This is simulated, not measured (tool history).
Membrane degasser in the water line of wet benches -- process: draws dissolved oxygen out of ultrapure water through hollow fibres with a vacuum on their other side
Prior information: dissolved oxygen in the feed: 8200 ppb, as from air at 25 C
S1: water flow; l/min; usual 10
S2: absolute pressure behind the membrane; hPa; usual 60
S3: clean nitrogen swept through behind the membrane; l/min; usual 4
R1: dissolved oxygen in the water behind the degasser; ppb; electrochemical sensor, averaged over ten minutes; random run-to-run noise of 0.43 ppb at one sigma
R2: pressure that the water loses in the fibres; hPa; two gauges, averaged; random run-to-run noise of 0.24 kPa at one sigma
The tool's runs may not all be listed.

| run | day | S1 | S2 | S3 | R1 | R2 |
|---|---|---|---|---|---|---|
| 1 | 0 | 10 | 60 | 4 | 30.3 | 613.3 |
| 2 | 1.662 | 10 | 60 | 4 | 30.4 | 611.3 |
| 3 | 3.446 | 10 | 60 | 4 | 30.4 | 617.6 |
| 4 | 4.588 | 10 | 60 | 4 | 30.9 | 612.2 |
| 5 | 6.412 | 10 | 60 | 4 | 30 | 616 |
| 6 | 8.325 | 10 | 60 | 4 | 31 | 613.4 |
| 7 | 10.125 | 10 | 60 | 4 | 30.1 | 613 |
| 8 | 11.325 | 10 | 60 | 4 | 30.4 | 616.4 |
| 9 | 12.583 | 10 | 60 | 4 | 30.8 | 614.1 |
| 10 | 14.892 | 12 | 60 | 4 | 39.7 | 734.5 |
| 11 | 16.879 | 12 | 60 | 4 | 40.1 | 737.1 |
| 12 | 19.183 | 12 | 60 | 4 | 40.1 | 736.5 |
| 13 | 20.521 | 14 | 60 | 4 | 50.9 | 857.4 |
| 14 | 22.721 | 14 | 60 | 4 | 49.5 | 861.5 |
| 15 | 24.658 | 10 | 87.4 | 4 | 46.5 | 612.4 |
| 16 | 25.933 | 10 | 87.4 | 4 | 46.9 | 615.8 |
| 17 | 27.217 | 10 | 87.4 | 4 | 47.8 | 618.3 |
| 18 | 29.571 | 10 | 87.4 | 4 | 47.2 | 616.1 |
| 19 | 30.558 | 10 | 87.4 | 4 | 46.8 | 616.7 |
| 20 | 32.888 | 10 | 87.4 | 4 | 47 | 615 |
| 21 | 34.733 | 10 | 87.4 | 4 | 47.5 | 612.6 |
| 22 | 36.85 | 15 | 87.4 | 4 | 80.8 | 924.4 |
| 23 | 38.046 | 8 | 87.4 | 1.82 | 66.7 | 495.7 |
| 24 | 40.154 | 10 | 43.3 | 1.8 | 28.8 | 614.1 |
| 25 | 42.492 | 6 | 59.8 | 5.04 | 12.3 | 367.1 |
| 26 | 44.288 | 7 | 110.8 | 4 | 41.1 | 428.2 |
| 27 | 45.638 | 7 | 110.8 | 4 | 40.8 | 430.7 |
| 28 | 47.092 | 6 | 136.8 | 4.57 | 37.1 | 365.7 |
| 29 | 48.229 | 10 | 60 | 4 | 30.4 | 615.4 |
| 30 | 49.996 | 10 | 94.6 | 2.53 | 74 | 615.1 |
| 31 | 52.362 | 9 | 137.3 | 11.63 | 30.4 | 557.2 |
| 32 | 54.554 | 10 | 48.1 | 8.15 | 18.6 | 614.2 |
| 33 | 56.625 | 10 | 59.6 | 3.54 | 32.7 | 618.3 |

Taken out of this log: 1 entry between the listed runs. Where each belongs, and how the hidden state differs across it:
Run 30 -> run 31: vacuum gauge calibrated (day 50.525)
  the hidden state is the same at both runs
